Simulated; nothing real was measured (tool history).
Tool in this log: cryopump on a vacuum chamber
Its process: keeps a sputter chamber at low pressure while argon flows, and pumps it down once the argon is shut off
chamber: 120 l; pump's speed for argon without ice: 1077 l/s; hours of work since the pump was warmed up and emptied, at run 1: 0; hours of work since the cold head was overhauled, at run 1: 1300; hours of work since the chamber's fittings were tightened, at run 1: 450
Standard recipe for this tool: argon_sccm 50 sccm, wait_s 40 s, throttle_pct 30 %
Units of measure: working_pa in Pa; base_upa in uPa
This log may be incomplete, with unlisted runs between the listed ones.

run	hour	argon_sccm	wait_s	throttle_pct	hours of work since the pump was warmed up and emptied	hours of work since the cold head was overhauled	hours of work since the chamber's fittings were tightened	working_pa	base_upa
1	0.0	50	40	30	0	1300	450	0.2630	2.21
2	39.2	50	40	30	25	1325	475	0.2630	2.35
3	67.6	50	40	30	43	1343	493	0.2647	2.35
4	98.5	50	40	30	63	1363	513	0.2657	2.40
5	148.9	50	40	30	96	1395	545	0.2689	2.59
6	212.9	50	40	30	137	1437	587	0.2692	2.66
7	244.1	39	40	30	157	1457	607	0.2097	2.74
8	294.5	39	40	30	189	1489	639	0.2130	2.82
9	323.3	50	224	30	208	1507	657	0.2713	1.88
10	383.0	50	224	30	246	1546	696	0.2746	2.11
11	423.4	50	224	30	272	1572	722	0.2762	2.12
12	482.1	50	224	30	310	1609	759	0.2782	2.36
13	550.4	50	224	30	354	1653	803	0.2818	2.38
14	618.4	50	224	30	397	1697	847	0.2830	2.65
15	671.6	50	40	30	431	1731	881	0.2867	3.70
16	736.3	50	40	30	473	1773	923	0.2902	3.91
17	802.5	50	40	30	516	1815	965	0.2920	3.99
18	843.6	76	40	30	542	1842	992	0.4469	4.15
19	884.2	88	50	49	568	1868	1018	0.3428	4.11
20	941.2	88	50	49	605	1904	1054	0.3496	4.31
# hour 956.8: pump warmed up, emptied and cooled again
21	996.1	88	50	49	25	1936	1086	0.2875	3.35
22	1032.3	50	38	46	49	1960	1110	0.1744	3.66
23	1083.0	50	40	22	81	1992	1142	0.3614	3.77
24	1132.2	68	36	23	113	2024	1174	0.4740	3.99
25	1197.3	50	40	27	155	2066	1216	0.3000	3.99
26	1243.9	50	40	27	184	2096	1246	0.3023	4.12
27	1305.9	68	199	30	224	2135	1285	0.3726	3.36
28	1348.9	75	40	50	252	2163	1313	0.2562	4.24
29	1385.6	75	40	50	275	2187	1337	0.2586	4.55
30	1415.8	29	293	30	295	2206	1356	0.1615	3.48
31	1481.3	29	123	57	337	2248	1398	0.0912	3.95

Run 32 is up next; what results do you expect?
32	1516.9	62	200	25	360	2271	1421	?	?

Run 32 came out at working_pa 0.4136 Pa, base_upa 4.12 uPa.
Were there no unlogged condition in the tool, this run, its random variation unchanged, would have produced working_pa 0.3875 Pa, base_upa 0.53 uPa.
